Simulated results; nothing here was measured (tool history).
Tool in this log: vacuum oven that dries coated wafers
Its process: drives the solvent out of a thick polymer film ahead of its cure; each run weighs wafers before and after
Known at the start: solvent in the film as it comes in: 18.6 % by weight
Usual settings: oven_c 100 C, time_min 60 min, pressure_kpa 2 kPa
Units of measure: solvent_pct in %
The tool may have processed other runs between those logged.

Run 1, day 0: usual settings. Result: solvent_pct 2.13 %.
Run 2, day 0.617: usual settings but pressure_kpa 1.54 kPa. Result: solvent_pct 2.03 %.
Run 3, day 1.171: usual settings but pressure_kpa 1.54 kPa. Result: solvent_pct 2.02 %.
Run 4, day 1.712: usual settings but pressure_kpa 1.54 kPa. Result: solvent_pct 2.01 %.
Run 5, day 2.421: usual settings but pressure_kpa 1.54 kPa. Result: solvent_pct 2.04 %.
Run 6, day 2.904: usual settings but pressure_kpa 1.54 kPa. Result: solvent_pct 2.04 %.
Run 7, day 3.479: usual settings but pressure_kpa 1.54 kPa. Result: solvent_pct 2 %.
Run 8, day 4.017: usual settings but pressure_kpa 1.54 kPa. Result: solvent_pct 2.02 %.
Run 9, day 4.496: usual settings but time_min 32 min. Result: solvent_pct 5 %.
Run 10, day 4.992: usual settings but time_min 54 min. Result: solvent_pct 2.57 %.
Run 11, day 5.588: usual settings but time_min 54 min. Result: solvent_pct 2.57 %.
Run 12, day 6.096: usual settings but time_min 54 min. Result: solvent_pct 2.53 %.
Run 13, day 6.729: usual settings. Result: solvent_pct 2.15 %.
Run 14, day 7.346: usual settings. Result: solvent_pct 2.18 %.
Run 15, day 7.908: usual settings but oven_c 108 C. Result: solvent_pct 1.16 %.
Run 16, day 8.608: usual settings but oven_c 103 C. Result: solvent_pct 1.74 %.
Run 17, day 9.033: usual settings but oven_c 103 C. Result: solvent_pct 1.71 %.
Run 18, day 9.675: usual settings but oven_c 103 C. Result: solvent_pct 1.77 %.
Run 19, day 10.075: usual settings but pressure_kpa 4.62 kPa. Result: solvent_pct 2.9 %.
Run 20, day 10.6: usual settings but pressure_kpa 4.62 kPa. Result: solvent_pct 2.93 %.
Run 21, day 10.954: usual settings but oven_c 115 C. Result: solvent_pct 0.66 %.
Run 22, day 11.321: usual settings but oven_c 115 C, pressure_kpa 6.85 kPa. Result: solvent_pct 1.56 %.
Run 23, day 12.021: usual settings but pressure_kpa 4.5 kPa. Result: solvent_pct 2.9 %.
Run 24, day 12.638: usual settings but oven_c 102 C, time_min 52 min, pressure_kpa 3.91 kPa. Result: solvent_pct 2.87 %.
Run 25, day 13.371: usual settings but oven_c 102 C, time_min 52 min, pressure_kpa 3.91 kPa. Result: solvent_pct 2.86 %.
Run 26, day 14.017: usual settings but oven_c 102 C, time_min 52 min, pressure_kpa 3.91 kPa. Result: solvent_pct 2.85 %.
Run 27, day 14.579: usual settings but oven_c 102 C, time_min 52 min, pressure_kpa 3.91 kPa. Result: solvent_pct 2.85 %.
Run 28, day 15.179: usual settings but oven_c 109 C, pressure_kpa 2.18 kPa. Result: solvent_pct 1.08 %.
Run 29, day 15.854: usual settings but oven_c 96 C, time_min 32 min. Result: solvent_pct 6 %.
At day 16.638: oven's thermocouples calibrated.
Run 30, day 16.638: usual settings but oven_c 96 C, time_min 32 min. Result: solvent_pct 5.97 %.

What will run 31 give?
Run 31, day 17.108: usual settings but oven_c 114 C, time_min 53 min. Result: solvent_pct ?.

solvent_pct: 0.89 %
Without the tool's hidden state the same run would have given solvent_pct 0.89 %.
